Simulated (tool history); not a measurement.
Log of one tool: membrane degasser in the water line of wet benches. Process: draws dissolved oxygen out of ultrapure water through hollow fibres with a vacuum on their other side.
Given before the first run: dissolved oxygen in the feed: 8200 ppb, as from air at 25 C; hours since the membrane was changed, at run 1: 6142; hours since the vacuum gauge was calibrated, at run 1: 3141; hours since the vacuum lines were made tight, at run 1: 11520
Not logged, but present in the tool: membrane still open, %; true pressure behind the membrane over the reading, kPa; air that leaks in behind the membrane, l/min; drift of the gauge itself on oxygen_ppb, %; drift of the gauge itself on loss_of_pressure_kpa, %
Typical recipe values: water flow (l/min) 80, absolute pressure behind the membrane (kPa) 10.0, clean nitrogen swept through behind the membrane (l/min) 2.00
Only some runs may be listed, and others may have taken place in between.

run    hour  water flow (l/min)  absolute pressure behind the membrane (kPa)  clean nitrogen swept through behind the membrane (l/min)  hours since the membrane was changed  hours since the vacuum gauge was calibrated  hours since the vacuum lines were made tight  dissolved oxygen in the water behind the degasser (ppb)  pressure that the water loses in the fibres (kPa)
  1     0.0                  80                                         10.0                                                      2.00                                  6142                                         3141                                         11520                                                    545.5                                              37.00
  2   174.5                  80                                         10.0                                                      2.00                                  6316                                         3316                                         11695                                                    548.6                                              36.64
  3   321.1                  80                                         10.0                                                      2.00                                  6463                                         3463                                         11842                                                    550.1                                              36.62
  4   510.2                  80                                          6.2                                                      2.00                                  6652                                         3652                                         12031                                                    267.3                                              36.60
  5   666.8                  80                                          6.2                                                      2.00                                  6809                                         3808                                         12187                                                    264.8                                              36.83
  6   764.7                  80                                          6.2                                                      2.00                                  6906                                         3906                                         12285                                                    265.5                                              36.36
  7   901.4                  80                                          6.2                                                      2.00                                  7043                                         4043                                         12422                                                    266.2                                              37.01
      927.9  -- vacuum gauge calibrated
      978.2  -- seals of the vacuum lines changed
  8  1085.2                  80                                          6.2                                                      2.00                                  7225                                          155                                           107                                                    267.4                                              36.36
  9  1245.5                  88                                         10.0                                                      2.00                                  7385                                          316                                           267                                                    597.7                                              40.23
 10  1376.2                  88                                         10.0                                                      2.00                                  7515                                          446                                           398                                                    597.9                                              40.27
 11  1587.8                  80                                         10.0                                                      2.00                                  7727                                          658                                           610                                                    549.7                                              36.62
 12  1735.4                  80                                         10.0                                                      5.66                                  7875                                          806                                           757                                                    247.6                                              36.43
 13  1921.4                  80                                         10.0                                                      5.66                                  8061                                          991                                           943                                                    246.1                                              36.54
 14  2080.4                  80                                         10.0                                                      5.66                                  8220                                         1151                                          1102                                                    247.5                                              36.73
 15  2216.2                  50                                         10.0                                                      2.00                                  8355                                         1286                                          1238                                                    357.9                                              22.58
 16  2333.8                  80                                         13.9                                                      2.00                                  8473                                         1404                                          1356                                                    818.1                                              36.03
 17  2524.4                  80                                         13.9                                                      2.00                                  8664                                         1594                                          1546                                                    819.7                                              36.72
 18  2715.9                  80                                         10.0                                                      5.00                                  8855                                         1786                                          1738                                                    272.5                                              36.44
 19  2869.0                 120                                         22.9                                                      3.70                                  9008                                         1939                                          1891                                                   1261.7                                              54.31

What will run 20 give?
 20  3070.2                  80                                         21.5                                                      4.58                                  9209                                         2140                                          2092                                                        ?                                                  ?

For run 20 the tool returned dissolved oxygen in the water behind the degasser (ppb) 700.6, pressure that the water loses in the fibres (kPa) 36.37.
Without the tool's hidden state the same run would have given dissolved oxygen in the water behind the degasser (ppb) 700.4, pressure that the water loses in the fibres (kPa) 37.04.
